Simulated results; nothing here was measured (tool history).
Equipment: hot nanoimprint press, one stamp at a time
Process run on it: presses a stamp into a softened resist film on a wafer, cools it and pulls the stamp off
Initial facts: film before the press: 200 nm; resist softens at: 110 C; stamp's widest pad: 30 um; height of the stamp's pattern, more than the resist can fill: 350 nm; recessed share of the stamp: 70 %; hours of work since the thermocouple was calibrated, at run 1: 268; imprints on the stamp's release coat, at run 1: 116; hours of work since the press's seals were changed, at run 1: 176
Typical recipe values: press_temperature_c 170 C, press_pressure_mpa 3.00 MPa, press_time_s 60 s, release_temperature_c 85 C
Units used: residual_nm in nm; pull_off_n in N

run	hour	press_temperature_c	press_pressure_mpa	press_time_s	release_temperature_c	hours of work since the thermocouple was calibrated	imprints on the stamp's release coat	hours of work since the press's seals were changed	residual_nm	pull_off_n
1	0.0	170	3.00	60	85	268	116	176	105.9	170
2	38.4	170	3.00	60	85	294	254	202	105.1	175
3	91.4	170	3.00	60	85	330	444	238	104.3	180
4	135.0	170	3.00	60	85	360	601	267	104.9	187
# hour 156.6: stamp cleaned and given a new release coat
5	165.4	170	3.00	60	85	376	32	284	104.3	160
6	216.5	170	3.00	60	85	411	215	319	102.5	172
7	254.6	170	3.00	60	85	437	352	345	103.1	178
# hour 298.9: plate thermocouple calibrated
8	307.3	170	3.00	60	85	6	531	379	111.7	189
# hour 349.3: stamp cleaned and given a new release coat
9	362.2	170	3.00	60	90	39	47	412	109.9	161
10	390.0	170	3.00	60	85	58	147	431	111.0	169
11	414.4	170	3.00	60	85	75	234	448	110.2	177
12	450.3	170	3.00	60	85	99	363	472	110.0	181
13	499.1	170	3.00	60	85	132	538	505	109.1	186
# hour 538.1: stamp cleaned and given a new release coat
14	538.5	170	3.00	60	85	155	2	528	109.3	159
15	564.9	170	3.00	63	85	173	96	546	106.2	167
16	592.1	170	3.00	48	90	192	194	565	116.1	165
17	630.9	170	1.83	71	85	218	333	591	120.8	182
18	672.9	170	3.11	33	77	247	484	620	127.9	191
# hour 727.6: stamp cleaned and given a new release coat
19	731.3	170	3.11	33	77	282	14	655	126.9	172
20	774.9	169	4.77	55	85	312	170	685	97.1	170
21	828.1	169	4.77	55	85	348	361	721	96.6	177
# hour 879.0: press's hydraulic seals changed and the load cell set to zero
22	888.3	169	4.77	55	85	384	549	6	94.5	189
# hour 924.3: stamp cleaned and given a new release coat
23	935.7	173	4.77	55	90	412	42	35	74.6	157
24	973.2	173	4.77	55	90	438	176	60	74.1	166
25	1004.3	165	4.28	36	70	459	288	81	135.2	191
# hour 1016.9: plate thermocouple calibrated
26	1037.5	165	4.28	36	81	14	397	102	144.7	187
27	1071.5	175	4.28	36	81	37	519	125	89.9	193
# hour 1116.9: stamp cleaned and given a new release coat
28	1119.7	174	3.00	60	76	66	10	154	89.5	176
29	1145.9	163	1.81	53	91	84	104	172	167.4	160
30	1173.0	170	2.98	32	82	102	202	190	133.1	176

Entry by entry between the runs, the difference in hidden state between the last listed run before and the first listed run after:
From run 4 to run 5: stamp cleaned and given a new release coat (hour 156.6)
  true temperature over the reading, C: 1.31 -> 1.37; pressure that arrives at the usual setting, %: 99 -> 98.9; grip of the stamp's worn release coat, % over a new coat's: 16.7 -> 0.9
  measured value less the no-hidden-state value, residual_nm: -6.8 -> -7.1 nm; pull_off_n: +26 -> -1 N
From run 7 to run 8: plate thermocouple calibrated (hour 298.9)
  true temperature over the reading, C: 1.6 -> 0.08; pressure that arrives at the usual setting, %: 98.55 -> 98.36; grip of the stamp's worn release coat, % over a new coat's: 9.7 -> 14.7
  measured value less the no-hidden-state value, residual_nm: -8.1 -> +0.2 nm; pull_off_n: +14 -> +24 N
From run 8 to run 9: stamp cleaned and given a new release coat (hour 349.3)
  true temperature over the reading, C: 0.08 -> 0.2; pressure that arrives at the usual setting, %: 98.36 -> 98.16; grip of the stamp's worn release coat, % over a new coat's: 14.7 -> 1.3
  measured value less the no-hidden-state value, residual_nm: +0.2 -> -0.4 nm; pull_off_n: +24 -> +2 N
From run 13 to run 14: stamp cleaned and given a new release coat (hour 538.1)
  true temperature over the reading, C: 0.54 -> 0.62; pressure that arrives at the usual setting, %: 97.62 -> 97.49; grip of the stamp's worn release coat, % over a new coat's: 14.9 -> 0.1
  measured value less the no-hidden-state value, residual_nm: -2.0 -> -2.4 nm; pull_off_n: +24 -> +0 N
From run 18 to run 19: stamp cleaned and given a new release coat (hour 727.6)
  true temperature over the reading, C: 0.96 -> 1.08; pressure that arrives at the usual setting, %: 96.97 -> 96.78; grip of the stamp's worn release coat, % over a new coat's: 13.4 -> 0.4
  measured value less the no-hidden-state value, residual_nm: -3.9 -> -4.4 nm; pull_off_n: +21 -> +0 N
From run 21 to run 22: press's hydraulic seals changed and the load cell set to zero (hour 879.0)
  true temperature over the reading, C: 1.32 -> 1.44; pressure that arrives at the usual setting, %: 96.39 -> 99.69; grip of the stamp's worn release coat, % over a new coat's: 9.9 -> 15.2
  measured value less the no-hidden-state value, residual_nm: -4.8 -> -7.6 nm; pull_off_n: +15 -> +23 N
From run 22 to run 23: stamp cleaned and given a new release coat (hour 924.3)
  true temperature over the reading, C: 1.44 -> 1.55; pressure that arrives at the usual setting, %: 99.69 -> 99.54; grip of the stamp's worn release coat, % over a new coat's: 15.2 -> 1.1
  measured value less the no-hidden-state value, residual_nm: -7.6 -> -6.7 nm; pull_off_n: +23 -> +0 N
From run 25 to run 26: plate thermocouple calibrated (hour 1016.9)
  true temperature over the reading, C: 1.69 -> 0.02; pressure that arrives at the usual setting, %: 99.29 -> 99.17; grip of the stamp's worn release coat, % over a new coat's: 7.9 -> 11
  measured value less the no-hidden-state value, residual_nm: -8.9 -> +0.3 nm; pull_off_n: +12 -> +18 N
From run 27 to run 28: stamp cleaned and given a new release coat (hour 1116.9)
  true temperature over the reading, C: 0.11 -> 0.21; pressure that arrives at the usual setting, %: 99.03 -> 98.88; grip of the stamp's worn release coat, % over a new coat's: 14.4 -> 0.3
  measured value less the no-hidden-state value, residual_nm: +0.0 -> -0.6 nm; pull_off_n: +24 -> +0 N
